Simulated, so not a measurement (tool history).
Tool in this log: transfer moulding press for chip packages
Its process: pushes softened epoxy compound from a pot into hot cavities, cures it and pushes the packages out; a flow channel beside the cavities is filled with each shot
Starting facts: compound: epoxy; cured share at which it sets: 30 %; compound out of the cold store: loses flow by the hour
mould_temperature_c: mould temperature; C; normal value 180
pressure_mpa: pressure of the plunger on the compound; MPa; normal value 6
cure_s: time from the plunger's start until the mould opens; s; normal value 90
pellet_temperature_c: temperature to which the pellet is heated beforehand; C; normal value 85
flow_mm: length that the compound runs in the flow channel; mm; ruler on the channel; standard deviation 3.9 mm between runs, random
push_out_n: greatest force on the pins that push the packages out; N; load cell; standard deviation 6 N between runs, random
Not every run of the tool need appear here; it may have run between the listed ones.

| run | hour | mould_temperature_c | pressure_mpa | cure_s | pellet_temperature_c | incoming compound's hours out of the cold store | flow_mm | push_out_n |
|---|---|---|---|---|---|---|---|---|
| 1 | 0 | 180 | 6 | 90 | 85 | 34.5 | 861 | 236 |
| 2 | 5.5 | 180 | 6 | 90 | 85 | 16 | 924 | 273 |
| 3 | 18 | 180 | 6 | 84 | 85 | 26.9 | 879 | 326 |
| 4 | 26.2 | 180 | 6 | 84 | 85 | 16.7 | 916 | 353 |
|  | 34.2 | cavities cleaned with cleaning compound and waxed |
| 5 | 38.6 | 180 | 6 | 84 | 85 | 45 | 809 | 262 |
| 6 | 44.4 | 180 | 6 | 84 | 85 | 30 | 864 | 298 |
| 7 | 52.1 | 180 | 6 | 84 | 85 | 47.2 | 802 | 291 |
| 8 | 62.9 | 180 | 5.07 | 90 | 85 | 42.6 | 748 | 293 |
|  | 70.4 | cavities cleaned with cleaning compound and waxed |
| 9 | 76.5 | 180 | 5.07 | 90 | 85 | 42.9 | 748 | 232 |
| 10 | 85.9 | 180 | 6 | 90 | 85 | 29.8 | 857 | 280 |
| 11 | 96.2 | 176 | 6 | 90 | 85 | 32.4 | 861 | 382 |
| 12 | 102.8 | 180 | 6 | 90 | 85 | 34.1 | 834 | 316 |
|  | 106.8 | cavities cleaned with cleaning compound and waxed |
| 13 | 113 | 180 | 6 | 90 | 85 | 30.5 | 845 | 239 |
| 14 | 123.8 | 176 | 6 | 90 | 94 | 39.1 | 833 | 325 |
| 15 | 133 | 176 | 6 | 90 | 94 | 43.4 | 818 | 348 |
| 16 | 140.3 | 185 | 5.54 | 90 | 79 | 10.8 | 862 | 276 |
|  | 143 | cavities cleaned with cleaning compound and waxed |
| 17 | 152 | 174 | 5.12 | 91 | 91 | 8.1 | 882 | 358 |
| 18 | 159.8 | 186 | 5.12 | 91 | 94 | 31.4 | 761 | 243 |
| 19 | 165.8 | 186 | 5.12 | 91 | 94 | 41.2 | 726 | 251 |
|  | 174.5 | mould's thermocouples calibrated |
| 20 | 176.5 | 177 | 7.34 | 89 | 84 | 32 | 936 | 382 |
|  | 181.4 | cavities cleaned with cleaning compound and waxed |
| 21 | 183.3 | 180 | 5.82 | 90 | 76 | 17.6 | 870 | 242 |
| 22 | 191.9 | 180 | 5.82 | 90 | 76 | 22.2 | 860 | 280 |
| 23 | 198.1 | 180 | 5.82 | 90 | 76 | 21.6 | 859 | 304 |

Results per run with the tool's hidden condition removed, run-to-run variation unchanged:
The tool's hidden condition here consists of: true mould temperature over the reading, C; pressure that reaches the compound, % of what is set; grip of the stained cavities, % over clean ones'; drift of the gauge itself on flow_mm, %; drift of the gauge itself on push_out_n, %.
| run | flow_mm | push_out_n |
|---|---|---|
| 1 | 864 | 225 |
| 2 | 928 | 241 |
| 3 | 886 | 253 |
| 4 | 924 | 261 |
| 5 | 818 | 249 |
| 6 | 874 | 262 |
| 7 | 812 | 235 |
| 8 | 760 | 218 |
| 9 | 761 | 209 |
| 10 | 874 | 227 |
| 11 | 880 | 289 |
| 12 | 854 | 230 |
| 13 | 866 | 220 |
| 14 | 855 | 267 |
| 15 | 841 | 266 |
| 16 | 888 | 198 |
| 17 | 910 | 320 |
| 18 | 787 | 194 |
| 19 | 751 | 188 |
| 20 | 969 | 275 |
| 21 | 901 | 228 |
| 22 | 892 | 236 |
| 23 | 892 | 241 |

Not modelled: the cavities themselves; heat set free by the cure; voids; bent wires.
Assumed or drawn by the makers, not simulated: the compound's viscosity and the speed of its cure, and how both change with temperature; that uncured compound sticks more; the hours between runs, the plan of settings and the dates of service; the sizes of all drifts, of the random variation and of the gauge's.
